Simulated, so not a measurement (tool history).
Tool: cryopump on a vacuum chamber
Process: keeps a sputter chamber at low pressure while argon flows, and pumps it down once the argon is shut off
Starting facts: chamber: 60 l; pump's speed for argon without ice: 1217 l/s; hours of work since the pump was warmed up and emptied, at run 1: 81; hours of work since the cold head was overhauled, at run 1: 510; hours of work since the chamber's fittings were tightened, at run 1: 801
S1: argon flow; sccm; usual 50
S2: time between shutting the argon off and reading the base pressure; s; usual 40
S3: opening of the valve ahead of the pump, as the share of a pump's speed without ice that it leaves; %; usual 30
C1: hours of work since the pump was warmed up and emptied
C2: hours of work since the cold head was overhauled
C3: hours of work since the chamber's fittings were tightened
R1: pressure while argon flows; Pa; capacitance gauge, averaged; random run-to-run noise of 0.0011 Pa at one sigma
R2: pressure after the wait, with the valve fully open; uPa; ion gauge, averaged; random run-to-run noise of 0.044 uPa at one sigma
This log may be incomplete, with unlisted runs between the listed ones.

run   hour  S1   S2  S3   C1   C2   C3      R1    R2
  1    0.0  50   40  30   81  510  801  0.2347  2.77
  2   24.7  50   40  30   93  523  813  0.2358  2.81
  3   47.7  50   40  30  105  534  825  0.2371  2.83
  4   74.9  50   40  30  118  548  838  0.2362  2.83
  5   94.3  50   40  27  128  558  848  0.2641  2.89
  6  127.2  50   40  27  145  574  865  0.2654  2.84
  7  153.4  57   40  37  158  587  878  0.2237  2.82
  8  180.3  50  151  20  171  601  891  0.3594  1.12
  9  200.3  50  151  20  181  611  901  0.3528  1.12
 10  217.5  50  151  20  190  620  910  0.3529  1.15
 11  242.7  92   22  21  203  632  923  0.6287  4.95
 12  270.0  85   22  21  217  646  937  0.5764  4.66

How would selected steps in R1 from run to run divide? Give the signed amount a tool lacking its hidden state would still show from settings, what came in and random variation, and the signed amount left for the hidden state, including any gauge scatter that is not in both of the compared results.
Unlogged tool condition in this case: pump's speed, % of a pump's without ice; cold plate's temperature, K; leak into the chamber, uPa l/s; drift of the gauge itself on working_pa, %; drift of the gauge itself on base_upa, %.
Run 10 -> 11: S1 50 -> 92, S2 151 -> 22, S3 20 -> 21. R1 +0.2758 Pa: hidden state +0.0091, all else +0.2667.
